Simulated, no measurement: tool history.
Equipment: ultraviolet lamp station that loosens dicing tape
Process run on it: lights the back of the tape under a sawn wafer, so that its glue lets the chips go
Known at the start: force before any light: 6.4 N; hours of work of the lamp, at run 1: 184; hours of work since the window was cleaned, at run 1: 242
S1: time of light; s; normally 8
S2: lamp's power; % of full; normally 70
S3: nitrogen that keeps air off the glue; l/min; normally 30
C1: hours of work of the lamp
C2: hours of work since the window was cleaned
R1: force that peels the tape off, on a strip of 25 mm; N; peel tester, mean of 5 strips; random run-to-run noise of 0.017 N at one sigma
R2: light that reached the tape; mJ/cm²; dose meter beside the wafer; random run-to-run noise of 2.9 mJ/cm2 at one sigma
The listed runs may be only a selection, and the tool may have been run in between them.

run	hour	S1	S2	S3	C1	C2	R1	R2
1	0.0	8	70	30	184	242	1.107	369
2	11.8	8	85	30	191	250	0.794	443
3	23.3	8	85	30	198	257	0.777	443
4	29.9	8	85	30	202	261	0.788	449
5	39.9	8	85	30	208	267	0.786	441
6	48.6	8	86	30	214	272	0.788	445
7	59.4	8	86	30	220	279	0.783	437
8	69.4	8	86	30	226	285	0.810	441
9	81.0	8	77	30	233	292	1.004	390
10	89.4	8	70	30	238	297	1.145	352
11	99.3	4	70	30	244	303	2.664	175
12	111.5	8	83	30	252	310	0.891	412
13	121.6	8	83	30	258	316	0.879	415
14	133.1	8	83	30	265	323	0.906	410
15	142.4	10	79	18	271	329	0.977	486
# hour 151.9: window cleaned of glue's vapour
16	153.6	6	79	27	277	1	1.493	313
17	163.3	14	79	13	283	7	0.590	719
18	174.5	11	87	32	290	14	0.385	617
19	182.9	11	87	32	295	19	0.396	616
20	192.8	11	87	32	301	25	0.401	616
21	198.6	6	67	17	304	28	2.240	259
22	204.5	6	67	17	308	32	2.361	257
23	210.7	6	67	17	312	36	2.320	256
24	215.9	15	68	24	315	39	0.459	653
25	226.1	9	68	19	321	45	1.329	390
26	238.4	12	94	30	329	53	0.327	711
27	245.3	5	89	39	333	57	1.435	281

Below are 5 alternative next runs, each starting from the tool's condition after run 27. Predict each:
A	256.2	9	65	35	339	63	?	?
B	256.2	12	65	43	339	63	?	?
C	256.2	5	64	43	339	63	?	?
D	256.2	5	89	56	339	63	?	?
E	256.2	8	70	14	339	63	?	?

run	R1	R2
A	0.994	366
B	0.541	488
C	2.118	201
D	1.240	276
E	1.765	350
Without the tool's hidden state the same runs would have given:
run	R1	R2
A	0.685	452
B	0.363	603
C	1.645	249
D	0.874	342
E	1.329	433

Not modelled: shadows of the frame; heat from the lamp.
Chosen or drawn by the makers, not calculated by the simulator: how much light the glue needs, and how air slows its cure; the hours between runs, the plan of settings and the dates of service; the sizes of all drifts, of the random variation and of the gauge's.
